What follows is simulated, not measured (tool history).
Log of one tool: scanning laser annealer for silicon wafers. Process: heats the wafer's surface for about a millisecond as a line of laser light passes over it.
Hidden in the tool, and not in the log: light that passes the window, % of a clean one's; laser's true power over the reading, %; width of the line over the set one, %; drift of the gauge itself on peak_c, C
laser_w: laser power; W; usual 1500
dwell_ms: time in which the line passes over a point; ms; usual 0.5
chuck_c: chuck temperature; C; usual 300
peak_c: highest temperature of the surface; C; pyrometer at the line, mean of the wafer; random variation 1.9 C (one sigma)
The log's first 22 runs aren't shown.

run     day  laser_w  dwell_ms  chuck_c  hours of work since the window was cleaned  hours of work since the power meter was calibrated  hours of work since the optics were aligned  peak_c
 23   5.829     1581     0.546      335                                         398                                                 260                                          191    1201
      5.971  -- laser's power meter calibrated
 24   6.167     1581     0.546      335                                         401                                                   3                                          194    1194
 25   6.533     1581     0.546      335                                         406                                                   8                                          200    1195
      6.712  -- laser's power meter calibrated, once more
 26   6.967     1500       0.5      290                                         411                                                   4                                          204    1065
 27   7.221     1500       0.5      318                                         415                                                   8                                          208    1089
 28   7.567     1500       0.5      318                                         420                                                  13                                          213    1089
 29   7.767     1478     0.396      307                                         423                                                  16                                          216     983
 30   8.108     1478     0.396      307                                         428                                                  21                                          221     979
 31   8.367     1411       0.5      300                                         432                                                  25                                          225    1013
 32   8.617     1461     0.415      307                                         436                                                  28                                          229     991
 33   8.842     1333       0.5      322                                         439                                                  32                                          232     982
 34   9.046     1500       0.5      311                                         442                                                  35                                          235    1083
 35   9.308     1500       0.5      311                                         446                                                  39                                          239    1084
 36   9.583     1500       0.5      311                                         450                                                  43                                          243    1076
 37   9.896     1316     0.532      300                                         455                                                  47                                          248     968
 38  10.104     1316     0.532      300                                         458                                                  50                                          251     968
 39    10.3     1627     0.395      300                                         461                                                  53                                          254    1060
 40   10.65     1627     0.395      300                                         466                                                  59                                          259    1061
 41  10.975     1602     0.435      300                                         471                                                  63                                          264    1078

Forecast each of these 3 alternatives for the next run:
  A  11.267     1602     0.585      285                                         475                                                  68                                          268       ?
  B  11.267     1277       0.5      300                                         475                                                  68                                          268       ?
  C  11.267     1649     0.435      300                                         475                                                  68                                          268       ?

run  peak_c
  A    1189
  B     918
  C    1110
Without the tool's hidden state the same runs would have given:
run  peak_c
  A    1246
  B     957
  C    1161
